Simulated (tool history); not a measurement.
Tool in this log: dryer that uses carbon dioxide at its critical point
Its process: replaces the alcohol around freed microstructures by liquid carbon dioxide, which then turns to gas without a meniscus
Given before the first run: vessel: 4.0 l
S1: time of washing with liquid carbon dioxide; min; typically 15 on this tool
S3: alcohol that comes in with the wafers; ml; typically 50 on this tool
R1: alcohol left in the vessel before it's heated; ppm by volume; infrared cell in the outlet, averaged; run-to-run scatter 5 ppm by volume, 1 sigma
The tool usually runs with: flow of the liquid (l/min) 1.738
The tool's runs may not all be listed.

Run 1, hour 0.0: usual settings. Result: R1 62 ppm by volume.
Run 2, hour 19.0: usual settings. Result: R1 67 ppm by volume.
Run 3, hour 46.9: usual settings. Result: R1 61 ppm by volume.
Run 4, hour 74.3: usual settings. Result: R1 69 ppm by volume.
Run 5, hour 90.2: usual settings. Result: R1 65 ppm by volume.
Run 6, hour 108.3: usual settings. Result: R1 74 ppm by volume.
Run 7, hour 128.0: usual settings but S1 14 min. Result: R1 96 ppm by volume.
Run 8, hour 154.7: usual settings but S1 14 min. Result: R1 95 ppm by volume.
Run 9, hour 174.9: usual settings. Result: R1 76 ppm by volume.
Run 10, hour 197.5: usual settings. Result: R1 86 ppm by volume.
Run 11, hour 218.6: usual settings but S3 81 ml. Result: R1 109 ppm by volume.
Run 12, hour 230.0: usual settings. Result: R1 90 ppm by volume.
Run 13, hour 248.7: usual settings. Result: R1 84 ppm by volume.
Run 14, hour 264.1: usual settings. Result: R1 94 ppm by volume.
Run 15, hour 284.6: usual settings but S3 87 ml. Result: R1 123 ppm by volume.
Run 16, hour 306.7: usual settings but S3 87 ml. Result: R1 126 ppm by volume.
Run 17, hour 334.1: usual settings but S3 87 ml. Result: R1 129 ppm by volume.
Run 18, hour 351.7: usual settings. Result: R1 95 ppm by volume.
Run 19, hour 376.0: usual settings. Result: R1 96 ppm by volume.
Run 20, hour 392.5: usual settings but S3 68 ml. Result: R1 122 ppm by volume.
Run 21, hour 416.2: usual settings but S3 68 ml. Result: R1 113 ppm by volume.
Run 22, hour 440.3: usual settings but S3 68 ml. Result: R1 127 ppm by volume.
Run 23, hour 458.1: usual settings but S1 14 min, S3 68 ml. Result: R1 159 ppm by volume.
Run 24, hour 473.1: usual settings but S3 24 ml. Result: R1 73 ppm by volume.
Run 25, hour 493.7: usual settings but flow of the liquid (l/min) 1.710, S3 57 ml. Result: R1 119 ppm by volume.
Run 26, hour 507.0: usual settings but flow of the liquid (l/min) 2.380, S3 41 ml. Result: R1 66 ppm by volume.
Run 27, hour 532.4: usual settings but flow of the liquid (l/min) 2.380, S3 41 ml. Result: R1 58 ppm by volume.
Run 28, hour 557.5: usual settings but flow of the liquid (l/min) 1.740, S3 92 ml. Result: R1 184 ppm by volume.
Run 29, hour 576.5: usual settings but S1 19 min, flow of the liquid (l/min) 2.550, S3 40 ml. Result: R1 70 ppm by volume.
Run 30, hour 598.8: usual settings but S1 11 min. Result: R1 326 ppm by volume.
Run 31, hour 614.0: usual settings but S1 11 min. Result: R1 326 ppm by volume.
Run 32, hour 638.1: usual settings but S1 11 min. Result: R1 329 ppm by volume.
Run 33, hour 649.5: usual settings but S1 10 min, flow of the liquid (l/min) 1.760, S3 44 ml. Result: R1 385 ppm by volume.
Run 34, hour 663.2: usual settings but S1 12 min, flow of the liquid (l/min) 2.280, S3 93 ml. Result: R1 159 ppm by volume.
At hour 674.5: inlet filter changed.
Run 35, hour 683.1: usual settings but S1 22 min, flow of the liquid (l/min) 2.300, S3 76 ml. Result: R1 71 ppm by volume.
Run 36, hour 710.1: usual settings but flow of the liquid (l/min) 1.440, S3 35 ml. Result: R1 131 ppm by volume.
Run 37, hour 737.0: usual settings but S1 10 min, flow of the liquid (l/min) 2.620, S3 37 ml. Result: R1 98 ppm by volume.
Run 38, hour 750.0: usual settings but S1 11 min, flow of the liquid (l/min) 1.590, S3 67 ml. Result: R1 355 ppm by volume.
Run 39, hour 772.4: usual settings but S1 13 min, flow of the liquid (l/min) 1.280, S3 28 ml. Result: R1 216 ppm by volume.
Run 40, hour 795.5: usual settings but flow of the liquid (l/min) 2.630, S3 29 ml. Result: R1 85 ppm by volume.
Run 41, hour 816.9: usual settings but flow of the liquid (l/min) 1.980, S3 29 ml. Result: R1 93 ppm by volume.
Run 42, hour 836.0: usual settings but flow of the liquid (l/min) 1.980, S3 29 ml. Result: R1 93 ppm by volume.
Run 43, hour 858.4: usual settings but flow of the liquid (l/min) 1.160, S3 79 ml. Result: R1 425 ppm by volume.
Run 44, hour 871.6: usual settings but S1 17 min, flow of the liquid (l/min) 1.910, S3 91 ml. Result: R1 99 ppm by volume.
Run 45, hour 897.9: usual settings but S1 17 min, S3 44 ml. Result: R1 102 ppm by volume.
Run 46, hour 919.5: usual settings but S1 17 min, S3 44 ml. Result: R1 110 ppm by volume.

5 ways to go on from here, each from the tool as it stands after run 46. What would each give?
Run A, hour 933.7: usual settings but S1 9 min, S3 44 ml. Result: R1 ?.
Run B, hour 933.7: usual settings but S1 11 min, flow of the liquid (l/min) 2.120, S3 21 ml. Result: R1 ?.
Run C, hour 933.7: usual settings but S1 10 min, S3 44 ml. Result: R1 ?.
Run D, hour 933.7: usual settings but S1 17 min, flow of the liquid (l/min) 2.410, S3 43 ml. Result: R1 ?.
Run E, hour 933.7: usual settings but S1 17 min, flow of the liquid (l/min) 2.820, S3 94 ml. Result: R1 ?.

run   R1
  A  396
  B  121
  C  299
  D   92
  E   87
What these runs would have given with no unlogged condition in the tool:
run   R1
  A  283
  B   29
  C  192
  D    2
  E    0
